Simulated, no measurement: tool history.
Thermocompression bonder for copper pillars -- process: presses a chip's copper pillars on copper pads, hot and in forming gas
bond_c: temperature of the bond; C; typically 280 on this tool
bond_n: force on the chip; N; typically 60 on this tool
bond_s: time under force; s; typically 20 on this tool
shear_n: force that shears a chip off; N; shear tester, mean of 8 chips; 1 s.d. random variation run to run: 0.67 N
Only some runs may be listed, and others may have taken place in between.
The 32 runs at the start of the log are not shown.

run 33 day=16.325 | bond_c=251 bond_n=86 bond_s=33 | shear_n=73.2
run 34 day=16.638 | bond_c=251 bond_n=86 bond_s=33 | shear_n=73.4
run 35 day=17.212 | bond_c=275 bond_n=43 bond_s=20 | shear_n=57.3
run 36 day=17.825 | bond_c=275 bond_n=37 bond_s=46 | shear_n=69.7
run 37 day=18.221 | bond_c=257 bond_n=40 bond_s=14 | shear_n=38.2
run 38 day=18.575 | bond_c=287 bond_n=60 bond_s=38 | shear_n=88.8
run 39 day=19.050 | bond_c=266 bond_n=60 bond_s=26 | shear_n=66.7
run 40 day=19.754 | bond_c=266 bond_n=70 bond_s=11 | shear_n=53.9
run 41 day=20.179 | bond_c=266 bond_n=89 bond_s=20 | shear_n=72.9

Alternative continuations, all from the tool just after run 41; predict every row:
run A day=20.908 | bond_c=297 bond_n=85 bond_s=20 | shear_n=?
run B day=20.908 | bond_c=292 bond_n=45 bond_s=20 | shear_n=?
run C day=20.908 | bond_c=280 bond_n=60 bond_s=33 | shear_n=?

run=A shear_n=91.2
run=B shear_n=67.7
run=C shear_n=80.1
What these runs would have given with no unlogged condition in the tool:
run=A shear_n=102.2
run=B shear_n=76.3
run=C shear_n=90.2
